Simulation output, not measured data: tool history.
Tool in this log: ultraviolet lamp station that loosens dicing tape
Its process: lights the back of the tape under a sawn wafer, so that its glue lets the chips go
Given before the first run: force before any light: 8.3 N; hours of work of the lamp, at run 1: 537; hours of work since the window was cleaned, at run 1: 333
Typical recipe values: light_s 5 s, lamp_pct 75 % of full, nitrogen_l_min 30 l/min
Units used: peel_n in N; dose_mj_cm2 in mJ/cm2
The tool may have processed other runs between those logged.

run   hour  light_s  lamp_pct  nitrogen_l_min  hours of work of the lamp  hours of work since the window was cleaned  peel_n  dose_mj_cm2
  1    0.0        5        75              30                        537                                         333   0.972          223
  2   17.8        5        75              30                        550                                         345   0.948          222
  3   37.2        5        75              30                        563                                         359   0.948          218
  4   53.7        5        75              30                        575                                         371   0.994          220
  5   71.6        5        94              30                        588                                         383   0.659          273
  6   91.1        5        94              30                        601                                         397   0.680          271
  7  109.0        5        75              30                        614                                         410   1.037          218
  8  121.3        5        75              30                        623                                         418   1.101          214
  9  136.1        6        83              40                        633                                         429   0.558          286
 10  149.5        6        83              11                        643                                         438   1.143          277
 11  168.9        2        74              16                        656                                         452   4.150           83
 12  191.0        2        74              16                        672                                         468   4.188           84
 13  210.3        2        86              11                        686                                         481   4.173           92
 14  222.0        9        64              43                        694                                         490   0.429          313
 15  232.2        2        75              46                        701                                         497   3.331           79

3 options for the next run, each taken on its own from the tool as it stands now. Forecast them:
  A  247.8        6        75              46                        712                                         508       ?            ?
  B  247.8        2        75              29                        712                                         508       ?            ?
  C  247.8        2        62              30                        712                                         508       ?            ?

run  peel_n  dose_mj_cm2
  A   0.672          241
  B   3.771           80
  C   4.290           68
Without the tool's unlogged condition, the same runs would have read:
run  peel_n  dose_mj_cm2
  A   0.286          378
  B   2.425          125
  C   2.958          105
